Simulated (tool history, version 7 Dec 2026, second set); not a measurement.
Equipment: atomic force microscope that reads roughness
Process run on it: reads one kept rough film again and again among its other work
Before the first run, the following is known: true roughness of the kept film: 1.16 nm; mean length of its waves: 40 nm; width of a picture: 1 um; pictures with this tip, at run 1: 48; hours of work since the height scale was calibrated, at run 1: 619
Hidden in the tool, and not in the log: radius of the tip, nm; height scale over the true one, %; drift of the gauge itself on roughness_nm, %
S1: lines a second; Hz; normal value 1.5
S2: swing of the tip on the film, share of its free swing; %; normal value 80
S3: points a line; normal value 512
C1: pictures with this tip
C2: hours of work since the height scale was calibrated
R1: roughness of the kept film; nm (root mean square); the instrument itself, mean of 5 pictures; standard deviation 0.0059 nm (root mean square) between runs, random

Run 1, day 0: usual settings; C1 48; C2 619. Result: R1 1.073 nm (root mean square).
Run 2, day 0.762: usual settings but S3 292; C1 73; C2 630. Result: R1 1.062 nm (root mean square).
Run 3, day 1.496: usual settings but S2 62 %; C1 97; C2 639. Result: R1 1.106 nm (root mean square).
Run 4, day 2.417: usual settings but S2 62 %; C1 128; C2 652. Result: R1 1.113 nm (root mean square).
Run 5, day 3.508: usual settings but S2 61 %; C1 163; C2 666. Result: R1 1.113 nm (root mean square).
Run 6, day 4.379: usual settings; C1 192; C2 678. Result: R1 1.077 nm (root mean square).
Run 7, day 4.908: usual settings; C1 209; C2 685. Result: R1 1.078 nm (root mean square).
Run 8, day 5.704: usual settings; C1 236; C2 696. Result: R1 1.082 nm (root mean square).
Run 9, day 6.838: usual settings; C1 273; C2 711. Result: R1 1.079 nm (root mean square).
Run 10, day 7.571: usual settings; C1 297; C2 720. Result: R1 1.083 nm (root mean square).
At day 7.871: new tip fitted.
Run 11, day 8.392: usual settings; C1 17; C2 731. Result: R1 1.084 nm (root mean square).
Run 12, day 9.175: usual settings; C1 43; C2 742. Result: R1 1.077 nm (root mean square).
Run 13, day 10.121: usual settings; C1 74; C2 754. Result: R1 1.078 nm (root mean square).
Run 14, day 10.638: usual settings; C1 91; C2 761. Result: R1 1.08 nm (root mean square).
Run 15, day 11.683: usual settings but S1 0.85 Hz, S2 84 %; C1 126; C2 775. Result: R1 1.084 nm (root mean square).
Run 16, day 12.35: usual settings but S1 0.85 Hz, S2 84 %; C1 147; C2 784. Result: R1 1.084 nm (root mean square).
Run 17, day 12.838: usual settings but S1 1.28 Hz, S3 636; C1 164; C2 791. Result: R1 1.085 nm (root mean square).
Run 18, day 13.946: usual settings but S1 2.97 Hz, S2 71 %; C1 200; C2 805. Result: R1 1.062 nm (root mean square).
Run 19, day 14.821: usual settings but S1 2.97 Hz, S2 67 %; C1 229; C2 817. Result: R1 1.069 nm (root mean square).
Run 20, day 15.333: usual settings but S1 1.2 Hz, S2 87 %, S3 368; C1 246; C2 824. Result: R1 1.07 nm (root mean square).
Run 21, day 16.375: usual settings but S1 2.69 Hz, S2 61 %, S3 480; C1 280; C2 838. Result: R1 1.095 nm (root mean square).
At day 17.15: new tip fitted.
Run 22, day 17.612: usual settings but S1 3.54 Hz, S2 77 %, S3 982; C1 15; C2 854. Result: R1 1.036 nm (root mean square).
Run 23, day 18.308: usual settings but S1 3.85 Hz, S2 72 %, S3 760; C1 38; C2 863. Result: R1 1.036 nm (root mean square).
Run 24, day 19.325: usual settings but S1 0.7 Hz, S2 57 %, S3 834; C1 71; C2 877. Result: R1 1.119 nm (root mean square).
Run 25, day 20.15: usual settings but S1 3.82 Hz, S2 57 %, S3 834; C1 98; C2 888. Result: R1 1.094 nm (root mean square).
Run 26, day 21.188: usual settings but S1 1.29 Hz, S3 647; C1 132; C2 902. Result: R1 1.08 nm (root mean square).
Run 27, day 21.796: usual settings but S1 1.29 Hz, S3 647; C1 152; C2 910. Result: R1 1.078 nm (root mean square).

Forecast each of these 4 alternatives for the next run:
Run A, day 22.812: usual settings but S1 3.83 Hz, S2 90 %; C1 186; C2 924. Result: R1 ?.
Run B, day 22.812: usual settings but S1 1.29 Hz, S2 68 %, S3 647; C1 186; C2 924. Result: R1 ?.
Run C, day 22.812: usual settings but S2 69 %, S3 713; C1 186; C2 924. Result: R1 ?.
Run D, day 22.812: usual settings but S2 63 %, S3 552; C1 186; C2 924. Result: R1 ?.

run     R1
  A  0.952
  B  1.103
  C  1.105
  D  1.105
Without the tool's unlogged condition, the same runs would have read:
run     R1
  A  0.954
  B  1.106
  C  1.107
  D  1.107

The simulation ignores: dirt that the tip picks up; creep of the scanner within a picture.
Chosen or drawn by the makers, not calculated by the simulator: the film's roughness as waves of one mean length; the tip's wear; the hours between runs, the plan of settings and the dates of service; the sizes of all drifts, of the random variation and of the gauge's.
